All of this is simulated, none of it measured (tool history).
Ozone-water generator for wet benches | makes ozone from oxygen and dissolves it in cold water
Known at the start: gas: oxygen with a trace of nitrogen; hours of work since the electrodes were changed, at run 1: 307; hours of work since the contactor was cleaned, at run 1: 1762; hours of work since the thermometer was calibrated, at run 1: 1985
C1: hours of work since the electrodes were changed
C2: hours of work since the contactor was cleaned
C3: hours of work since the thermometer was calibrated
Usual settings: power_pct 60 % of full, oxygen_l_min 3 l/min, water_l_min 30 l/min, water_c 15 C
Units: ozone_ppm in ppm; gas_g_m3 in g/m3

{"run": 1, "hour": 0.0, "power_pct": 60, "oxygen_l_min": 3, "water_l_min": 30, "water_c": 15, "C1": 307, "C2": 1762, "C3": 1985, "ozone_ppm": 12.9, "gas_g_m3": 207.8}
{"run": 2, "hour": 215.9, "power_pct": 60, "oxygen_l_min": 3, "water_l_min": 30, "water_c": 15, "C1": 458, "C2": 1913, "C3": 2135, "ozone_ppm": 13.2, "gas_g_m3": 204.4}
{"run": 3, "hour": 320.1, "power_pct": 60, "oxygen_l_min": 3, "water_l_min": 30, "water_c": 15, "C1": 530, "C2": 1986, "C3": 2208, "ozone_ppm": 12.9, "gas_g_m3": 205.8}
{"run": 4, "hour": 541.0, "power_pct": 60, "oxygen_l_min": 3, "water_l_min": 30, "water_c": 15, "C1": 685, "C2": 2140, "C3": 2362, "ozone_ppm": 13.1, "gas_g_m3": 204.6}
{"run": 5, "hour": 765.5, "power_pct": 60, "oxygen_l_min": 3, "water_l_min": 30, "water_c": 10, "C1": 841, "C2": 2297, "C3": 2519, "ozone_ppm": 13.8, "gas_g_m3": 207}
{"run": 6, "hour": 881.5, "power_pct": 60, "oxygen_l_min": 3, "water_l_min": 30, "water_c": 10, "C1": 922, "C2": 2378, "C3": 2600, "ozone_ppm": 13.6, "gas_g_m3": 205.9}
{"run": 7, "hour": 1075.9, "power_pct": 60, "oxygen_l_min": 3, "water_l_min": 30, "water_c": 10, "C1": 1058, "C2": 2513, "C3": 2736, "ozone_ppm": 13.7, "gas_g_m3": 206.3}
{"run": 8, "hour": 1270.5, "power_pct": 60, "oxygen_l_min": 3, "water_l_min": 30, "water_c": 15, "C1": 1194, "C2": 2649, "C3": 2871, "ozone_ppm": 13.2, "gas_g_m3": 206.4}
{"run": 9, "hour": 1388.8, "power_pct": 60, "oxygen_l_min": 1.81, "water_l_min": 30, "water_c": 15, "C1": 1276, "C2": 2732, "C3": 2954, "ozone_ppm": 11.5, "gas_g_m3": 274}
{"run": 10, "hour": 1561.7, "power_pct": 60, "oxygen_l_min": 3, "water_l_min": 47, "water_c": 15, "C1": 1397, "C2": 2852, "C3": 3075, "ozone_ppm": 7.9, "gas_g_m3": 207.1}
{"run": 11, "hour": 1781.5, "power_pct": 60, "oxygen_l_min": 3, "water_l_min": 35, "water_c": 15, "C1": 1550, "C2": 3006, "C3": 3228, "ozone_ppm": 11.2, "gas_g_m3": 207.8}
{"run": 12, "hour": 1989.8, "power_pct": 60, "oxygen_l_min": 2.2, "water_l_min": 30, "water_c": 15, "C1": 1696, "C2": 3151, "C3": 3373, "ozone_ppm": 12.1, "gas_g_m3": 246.7}
{"run": 13, "hour": 2182.6, "power_pct": 44, "oxygen_l_min": 3, "water_l_min": 43, "water_c": 12, "C1": 1830, "C2": 3286, "C3": 3508, "ozone_ppm": 7.3, "gas_g_m3": 171.2}
{"run": 14, "hour": 2412.2, "power_pct": 45, "oxygen_l_min": 3, "water_l_min": 30, "water_c": 17, "C1": 1991, "C2": 3446, "C3": 3668, "ozone_ppm": 10.9, "gas_g_m3": 174.6}
{"run": 15, "hour": 2634.7, "power_pct": 45, "oxygen_l_min": 3, "water_l_min": 30, "water_c": 17, "C1": 2146, "C2": 3601, "C3": 3824, "ozone_ppm": 10.8, "gas_g_m3": 175.8}
{"run": 16, "hour": 2741.0, "power_pct": 45, "oxygen_l_min": 3, "water_l_min": 30, "water_c": 17, "C1": 2220, "C2": 3676, "C3": 3898, "ozone_ppm": 11, "gas_g_m3": 173.4}
{"run": 17, "hour": 2943.6, "power_pct": 45, "oxygen_l_min": 3, "water_l_min": 30, "water_c": 17, "C1": 2362, "C2": 3817, "C3": 4039, "ozone_ppm": 10.7, "gas_g_m3": 175.2}
{"run": 18, "hour": 3091.5, "power_pct": 45, "oxygen_l_min": 3, "water_l_min": 30, "water_c": 17, "C1": 2465, "C2": 3920, "C3": 4142, "ozone_ppm": 10.7, "gas_g_m3": 174.6}
{"run": 19, "hour": 3211.8, "power_pct": 60, "oxygen_l_min": 3, "water_l_min": 40, "water_c": 12, "C1": 2549, "C2": 4004, "C3": 4226, "ozone_ppm": 9.9, "gas_g_m3": 208.5}
{"run": 20, "hour": 3432.4, "power_pct": 60, "oxygen_l_min": 3, "water_l_min": 40, "water_c": 12, "C1": 2703, "C2": 4158, "C3": 4380, "ozone_ppm": 9.6, "gas_g_m3": 211.9}
{"run": 21, "hour": 3593.3, "power_pct": 60, "oxygen_l_min": 3, "water_l_min": 40, "water_c": 12, "C1": 2815, "C2": 4270, "C3": 4493, "ozone_ppm": 9.6, "gas_g_m3": 211.2}

Forecast each of these 5 alternatives for the next run:
{"hour": 3631.6, "done": "gauge calibrated"}
{"hour": 3693.3, "done": "water thermometer calibrated"}
{"run": "A", "hour": 3702.1, "power_pct": 60, "oxygen_l_min": 1.97, "water_l_min": 40, "water_c": 12, "C1": 2891, "C2": 4346, "C3": 6, "ozone_ppm": "?", "gas_g_m3": "?"}
{"hour": 3631.6, "done": "gauge calibrated"}
{"hour": 3693.3, "done": "water thermometer calibrated"}
{"run": "B", "hour": 3702.1, "power_pct": 43, "oxygen_l_min": 2.51, "water_l_min": 40, "water_c": 18, "C1": 2891, "C2": 4346, "C3": 6, "ozone_ppm": "?", "gas_g_m3": "?"}
{"hour": 3631.6, "done": "gauge calibrated"}
{"hour": 3693.3, "done": "water thermometer calibrated"}
{"run": "C", "hour": 3702.1, "power_pct": 48, "oxygen_l_min": 2.97, "water_l_min": 30, "water_c": 15, "C1": 2891, "C2": 4346, "C3": 6, "ozone_ppm": "?", "gas_g_m3": "?"}
{"hour": 3631.6, "done": "gauge calibrated"}
{"hour": 3693.3, "done": "water thermometer calibrated"}
{"run": "D", "hour": 3702.1, "power_pct": 60, "oxygen_l_min": 3.3, "water_l_min": 30, "water_c": 15, "C1": 2891, "C2": 4346, "C3": 6, "ozone_ppm": "?", "gas_g_m3": "?"}
{"hour": 3631.6, "done": "gauge calibrated"}
{"hour": 3693.3, "done": "water thermometer calibrated"}
{"run": "E", "hour": 3702.1, "power_pct": 60, "oxygen_l_min": 3, "water_l_min": 26, "water_c": 20, "C1": 2891, "C2": 4346, "C3": 6, "ozone_ppm": "?", "gas_g_m3": "?"}

run=A ozone_ppm=8.6 gas_g_m3=258.4
run=B ozone_ppm=7.5 gas_g_m3=183
run=C ozone_ppm=11.5 gas_g_m3=179.8
run=D ozone_ppm=13.4 gas_g_m3=196
run=E ozone_ppm=14.7 gas_g_m3=205.7
Without the tool's hidden state the same runs would have given:
run=A ozone_ppm=8.6 gas_g_m3=258.6
run=B ozone_ppm=7.5 gas_g_m3=183.2
run=C ozone_ppm=11.5 gas_g_m3=179.9
run=D ozone_ppm=13.4 gas_g_m3=196.2
run=E ozone_ppm=14.8 gas_g_m3=206

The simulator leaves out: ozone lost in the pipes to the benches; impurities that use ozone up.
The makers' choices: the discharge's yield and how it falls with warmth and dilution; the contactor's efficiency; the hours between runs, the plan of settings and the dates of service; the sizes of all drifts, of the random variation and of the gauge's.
